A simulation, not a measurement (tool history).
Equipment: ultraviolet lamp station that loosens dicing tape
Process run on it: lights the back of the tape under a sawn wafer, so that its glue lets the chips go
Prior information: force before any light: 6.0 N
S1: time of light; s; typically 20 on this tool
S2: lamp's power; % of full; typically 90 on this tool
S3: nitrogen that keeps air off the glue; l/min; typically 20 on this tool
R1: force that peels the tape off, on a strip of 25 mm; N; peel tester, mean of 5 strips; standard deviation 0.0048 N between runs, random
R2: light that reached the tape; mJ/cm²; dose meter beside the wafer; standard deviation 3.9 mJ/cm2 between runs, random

run 1 hour=0 | S1=20 S2=90 S3=20 | R1=0.302 R2=567
-- hour=13 window cleaned of glue's vapour
run 2 hour=14.3 | S1=20 S2=90 S3=20 | R1=0.304 R2=534
run 3 hour=29.7 | S1=20 S2=90 S3=20 | R1=0.309 R2=534
run 4 hour=40.2 | S1=20 S2=90 S3=7 | R1=0.606 R2=534
run 5 hour=60.3 | S1=20 S2=90 S3=7 | R1=0.589 R2=533
run 6 hour=75.4 | S1=22 S2=90 S3=20 | R1=0.282 R2=583
-- hour=91.6 window cleaned of glue's vapour, once more
run 7 hour=96.8 | S1=22 S2=90 S3=20 | R1=0.261 R2=658
run 8 hour=117.8 | S1=22 S2=90 S3=20 | R1=0.261 R2=652
run 9 hour=131.4 | S1=20 S2=90 S3=12 | R1=0.36 R2=594
run 10 hour=149.6 | S1=20 S2=70 S3=12 | R1=0.527 R2=456
run 11 hour=168.3 | S1=29 S2=68 S3=15 | R1=0.286 R2=644
run 12 hour=188 | S1=29 S2=68 S3=15 | R1=0.284 R2=643
run 13 hour=198.5 | S1=12 S2=67 S3=7 | R1=1.721 R2=262
run 14 hour=210.8 | S1=12 S2=86 S3=10 | R1=1.018 R2=338

Selected run-to-run steps in R1, each split into two signed amounts: the part the tool would show with no hidden state at all (from settings, incoming material and random variation), and the remainder, which goes to the hidden state together with any gauge scatter not common to the measured and the hidden-state-free results:
Unlogged tool condition in this case: lamp's light, % of a new lamp's; light that the window lets through, % of a clean one's; drift of the gauge itself on peel_n, %; drift of the gauge itself on dose_mj_cm2, %.
Run 12 -> 13: S1 29 -> 12, S2 68 -> 67, S3 15 -> 7. R1 +1.437 N: hidden state +0.238, all else +1.199.

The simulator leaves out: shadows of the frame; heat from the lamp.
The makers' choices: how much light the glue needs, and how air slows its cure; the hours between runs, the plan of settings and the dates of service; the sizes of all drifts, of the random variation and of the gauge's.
